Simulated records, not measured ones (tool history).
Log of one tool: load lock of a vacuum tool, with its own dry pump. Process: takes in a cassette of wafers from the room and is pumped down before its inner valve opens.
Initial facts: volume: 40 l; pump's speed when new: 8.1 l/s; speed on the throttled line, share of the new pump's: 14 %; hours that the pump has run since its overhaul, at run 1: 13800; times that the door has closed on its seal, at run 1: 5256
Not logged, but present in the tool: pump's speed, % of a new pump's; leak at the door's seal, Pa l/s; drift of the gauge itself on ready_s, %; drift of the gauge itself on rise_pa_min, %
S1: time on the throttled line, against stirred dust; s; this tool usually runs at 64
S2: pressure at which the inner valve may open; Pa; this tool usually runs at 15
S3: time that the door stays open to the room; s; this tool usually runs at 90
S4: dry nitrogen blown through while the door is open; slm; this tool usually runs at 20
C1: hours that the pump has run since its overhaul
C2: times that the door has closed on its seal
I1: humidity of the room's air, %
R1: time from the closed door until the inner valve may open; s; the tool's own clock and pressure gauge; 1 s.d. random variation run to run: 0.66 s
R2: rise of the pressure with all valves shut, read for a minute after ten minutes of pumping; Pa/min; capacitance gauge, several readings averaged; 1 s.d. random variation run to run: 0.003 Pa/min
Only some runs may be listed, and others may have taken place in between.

run	hour	S1	S2	S3	S4	C1	C2	I1	R1	R2
1	0.0	64	15	90	20	13800	5256	44.6	106.6	0.074
2	239.7	64	15	90	20	14040	6314	44.4	105.7	0.086
3	542.3	40	15	90	20	14342	7649	45.3	86.5	0.096
4	821.2	40	15	90	20	14621	8880	42.6	86.1	0.115
5	1067.0	40	15	90	20	14867	9965	45.5	87.3	0.127
6	1335.7	40	15	90	18	15136	11151	47.1	86.8	0.146
7	1833.9	40	15	90	18	15634	13349	44.8	87.1	0.177
8	2359.6	40	15	90	18	16160	15669	45.4	86.9	0.216
9	2592.1	64	15	90	39	16392	16695	48.0	108.1	0.232
10	2841.2	64	15	90	39	16641	17795	43.0	109.0	0.249
11	3067.9	64	15	90	9	16868	18795	42.9	108.9	0.281
12	3538.2	64	15	90	6	17338	20871	45.6	107.9	0.350
13	3823.6	64	15	90	6	17624	22130	42.7	108.4	0.367
14	4192.2	64	15	90	6	17992	23757	44.5	108.6	0.411
15	4452.9	64	15	38	6	18253	24907	46.1	109.8	0.442
16	4746.2	64	15	161	20	18546	26202	48.3	109.6	0.464
17	5292.2	62	15	90	20	19092	28611	44.0	107.0	0.522
# hour 5586.6: door's seal changed, seat wiped
18	5738.2	62	15	90	20	19537	669	44.3	109.2	0.018
19	6056.5	62	15	90	20	19855	2074	45.3	109.2	0.029
20	6518.0	108	15	27	33	20316	4110	47.0	146.2	0.042
21	6921.3	47	19	90	20	20720	5890	47.2	95.8	0.068
# hour 7037.7: dry pump taken out, an overhauled one fitted
22	7277.8	47	19	90	20	240	7437	41.3	82.9	0.083
23	7585.3	103	19	39	20	548	8794	43.6	131.7	0.096
24	7911.2	103	14	169	20	873	10232	43.4	133.3	0.125
25	8359.5	100	14	121	20	1322	12210	45.0	130.3	0.142
26	8630.8	37	16	228	8	1593	13408	41.4	75.8	0.182
27	8911.5	67	27	28	16	1874	14646	44.9	99.0	0.186
28	9170.1	64	15	85	20	2132	15788	47.0	98.5	0.211
29	9494.1	64	15	85	20	2456	17217	44.9	99.0	0.227
30	9973.8	58	19	45	12	2936	19335	42.0	94.5	0.269
31	10343.3	101	19	45	12	3306	20965	44.5	129.8	0.308
32	10622.6	101	19	45	12	3585	22198	44.1	129.2	0.337
33	11104.1	64	20	90	15	4066	24323	45.4	99.4	0.385
34	11513.3	64	20	90	15	4476	26128	45.4	99.8	0.446
35	12008.7	64	20	90	15	4971	28315	45.7	99.8	0.490
36	12271.0	64	20	90	15	5233	29473	44.5	98.6	0.525

Hidden state at the last listed run before each entry between runs and at the first one after, where it differs:
In the gap between runs 17 and 18: door's seal changed, seat wiped (hour 5586.6)
  pump's speed, % of a new pump's: 76.1 -> 75.5; leak at the door's seal, Pa l/s: 0.3459 -> 0.0043
  measured value less the no-hidden-state value, R1: +11.0 -> +11.5 s; R2: +0.508 -> +0.003 Pa/min
In the gap between runs 21 and 22: dry pump taken out, an overhauled one fitted (hour 7037.7)
  pump's speed, % of a new pump's: 74 -> 99.8; leak at the door's seal, Pa l/s: 0.0349 -> 0.0458
  measured value less the no-hidden-state value, R1: +12.7 -> +0.1 s; R2: +0.049 -> +0.065 Pa/min
